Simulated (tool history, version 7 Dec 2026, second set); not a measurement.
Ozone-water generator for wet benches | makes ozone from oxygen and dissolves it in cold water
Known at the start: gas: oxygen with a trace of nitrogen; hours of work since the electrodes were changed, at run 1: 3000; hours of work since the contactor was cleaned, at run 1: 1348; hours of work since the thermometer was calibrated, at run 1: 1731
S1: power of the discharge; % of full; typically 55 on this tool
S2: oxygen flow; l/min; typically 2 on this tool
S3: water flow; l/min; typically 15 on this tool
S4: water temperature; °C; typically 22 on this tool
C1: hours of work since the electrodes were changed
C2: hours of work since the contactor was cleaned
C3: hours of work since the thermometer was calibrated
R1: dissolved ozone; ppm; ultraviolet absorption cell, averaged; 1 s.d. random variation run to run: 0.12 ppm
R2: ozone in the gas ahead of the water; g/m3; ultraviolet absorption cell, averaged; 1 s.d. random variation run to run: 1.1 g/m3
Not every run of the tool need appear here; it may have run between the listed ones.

| run | day | S1 | S2 | S3 | S4 | C1 | C2 | C3 | R1 | R2 |
|---|---|---|---|---|---|---|---|---|---|---|
| 1 | 0 | 55 | 2 | 15 | 22 | 3000 | 1348 | 1731 | 12.1 | 202.8 |
| 2 | 2.317 | 55 | 2 | 15 | 21 | 3035 | 1383 | 1766 | 12.1 | 200.7 |
| 3 | 6.146 | 55 | 2 | 10 | 22 | 3092 | 1440 | 1824 | 18 | 199.6 |
| 4 | 8.575 | 55 | 2 | 10 | 22 | 3129 | 1477 | 1861 | 17.8 | 200.9 |
| 5 | 11.179 | 55 | 2 | 10 | 22 | 3168 | 1516 | 1900 | 18 | 202 |
| 6 | 15.833 | 55 | 2 | 10 | 22 | 3238 | 1586 | 1970 | 17.9 | 198.4 |
| 7 | 20.017 | 55 | 2 | 15 | 22 | 3301 | 1649 | 2033 | 12.2 | 199.3 |
| 8 | 24.662 | 55 | 2 | 15 | 22 | 3371 | 1719 | 2103 | 12.3 | 196.5 |
| 9 | 28.562 | 55 | 2 | 15 | 22 | 3430 | 1778 | 2162 | 12.2 | 198.9 |
| 10 | 31.75 | 55 | 2 | 15 | 22 | 3478 | 1826 | 2210 | 12.1 | 196.9 |
| 11 | 37.233 | 55 | 2 | 15 | 22 | 3560 | 1908 | 2292 | 12.1 | 197.3 |
| 12 | 42.783 | 55 | 2 | 15 | 22 | 3644 | 1992 | 2376 | 12.1 | 197.4 |
|  | 46.333 | gauge calibrated |
| 13 | 47.442 | 55 | 2 | 15 | 22 | 3714 | 2062 | 2446 | 12.1 | 200.5 |
| 14 | 50.012 | 55 | 2 | 15 | 22 | 3753 | 2101 | 2485 | 11.9 | 198.3 |
| 15 | 54.083 | 55 | 2 | 15 | 22 | 3814 | 2162 | 2546 | 12.2 | 201.9 |
| 16 | 59.042 | 55 | 2 | 15 | 22 | 3889 | 2237 | 2621 | 12.1 | 198.8 |
| 17 | 62.583 | 55 | 2 | 15 | 22 | 3942 | 2290 | 2674 | 12.1 | 197.9 |
| 18 | 67.433 | 55 | 2.18 | 16 | 22 | 4015 | 2363 | 2747 | 11.4 | 189 |
| 19 | 71.458 | 82 | 1.42 | 20 | 14 | 4076 | 2424 | 2808 | 12.1 | 331.5 |
| 20 | 76.029 | 57 | 2.15 | 22 | 17 | 4145 | 2493 | 2877 | 8.7 | 194.9 |
| 21 | 81.042 | 57 | 2.15 | 22 | 17 | 4220 | 2568 | 2952 | 8.7 | 193.8 |
| 22 | 83.388 | 57 | 2.15 | 22 | 17 | 4256 | 2604 | 2987 | 8.6 | 194.1 |
| 23 | 86.417 | 55 | 2 | 9 | 27 | 4301 | 2649 | 3033 | 18.1 | 195.5 |
| 24 | 89.292 | 55 | 2.08 | 9 | 24 | 4344 | 2693 | 3076 | 19 | 190.2 |
| 25 | 92.467 | 55 | 2 | 18 | 19 | 4392 | 2740 | 3124 | 10.2 | 195.2 |
| 26 | 96.346 | 71 | 2.07 | 20 | 29 | 4451 | 2799 | 3183 | 10.1 | 233.5 |

Expected results for the next run?
| 27 | 101.146 | 44 | 2 | 14 | 17 | 4523 | 2871 | 3255 | ? | ? |

R1: 11.4 ppm
R2: 162.1 g/m3
The same run, on a tool lacking any hidden state, would have yielded R1 11.4 ppm, R2 168.3 g/m3.

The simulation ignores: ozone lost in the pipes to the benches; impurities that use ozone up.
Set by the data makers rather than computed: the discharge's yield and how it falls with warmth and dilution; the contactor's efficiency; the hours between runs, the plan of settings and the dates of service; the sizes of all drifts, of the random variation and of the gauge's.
